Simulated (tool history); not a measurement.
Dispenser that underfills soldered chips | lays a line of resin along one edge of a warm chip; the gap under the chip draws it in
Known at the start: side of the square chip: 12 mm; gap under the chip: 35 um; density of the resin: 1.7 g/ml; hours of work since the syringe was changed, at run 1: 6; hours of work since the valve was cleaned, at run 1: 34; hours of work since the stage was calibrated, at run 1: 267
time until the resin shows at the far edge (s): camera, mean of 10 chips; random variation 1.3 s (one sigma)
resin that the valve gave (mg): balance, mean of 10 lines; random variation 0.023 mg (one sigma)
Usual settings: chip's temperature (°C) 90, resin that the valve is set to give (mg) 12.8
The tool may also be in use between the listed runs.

run	hour	chip's temperature (°C)	resin that the valve is set to give (mg)	hours of work since the syringe was changed	hours of work since the valve was cleaned	hours of work since the stage was calibrated	time until the resin shows at the far edge (s)	resin that the valve gave (mg)
1	0.0	90	12.8	6	34	267	180.6	12.73
# hour 5.0: new syringe of resin
2	9.8	90	12.8	3	41	273	157.0	12.71
# hour 17.8: new syringe of resin
3	19.6	90	12.8	1	48	280	135.8	12.66
4	28.8	90	12.8	8	54	287	206.3	12.60
# hour 30.8: new syringe of resin
5	33.2	90	12.8	2	57	289	136.9	12.59
6	37.5	90	12.8	5	60	292	166.9	12.58
7	42.8	92	12.8	8	64	296	197.4	12.58
# hour 43.5: new syringe of resin
8	50.7	92	12.8	5	69	302	156.7	12.53
# hour 56.6: new syringe of resin
9	59.9	90	13.7	2	76	308	143.1	13.40
10	66.5	90	12.8	7	80	313	199.2	12.44
# hour 69.3: new syringe of resin
# hour 72.1: dispensing valve cleaned and set on the balance
11	72.1	90	12.8	1	0	316	135.2	12.77
12	77.5	90	12.8	5	4	320	170.8	12.77
# hour 83.3: new syringe of resin
13	83.7	90	12.8	0	8	324	125.2	12.71
14	93.0	90	15.0	7	15	330	191.5	14.92
# hour 96.2: new syringe of resin
15	101.9	90	15.0	4	21	336	162.0	14.84
16	106.7	90	15.0	7	24	340	202.2	14.88
# hour 109.0: new syringe of resin
17	110.9	90	12.8	1	27	343	133.9	12.64
18	116.0	102	15.6	5	30	346	102.4	15.43
# hour 121.8: new syringe of resin
19	121.9	102	13.2	0	34	350	76.0	12.99
20	125.9	104	12.8	3	37	353	83.9	12.64

Run 21 comes next. What will it give?
21	130.2	82	11.0	6	40	356	?	?

Run 21 gave time until the resin shows at the far edge (s) 266.8, resin that the valve gave (mg) 10.85.
Without the tool's hidden state the same run would have given time until the resin shows at the far edge (s) 187.2, resin that the valve gave (mg) 11.03.
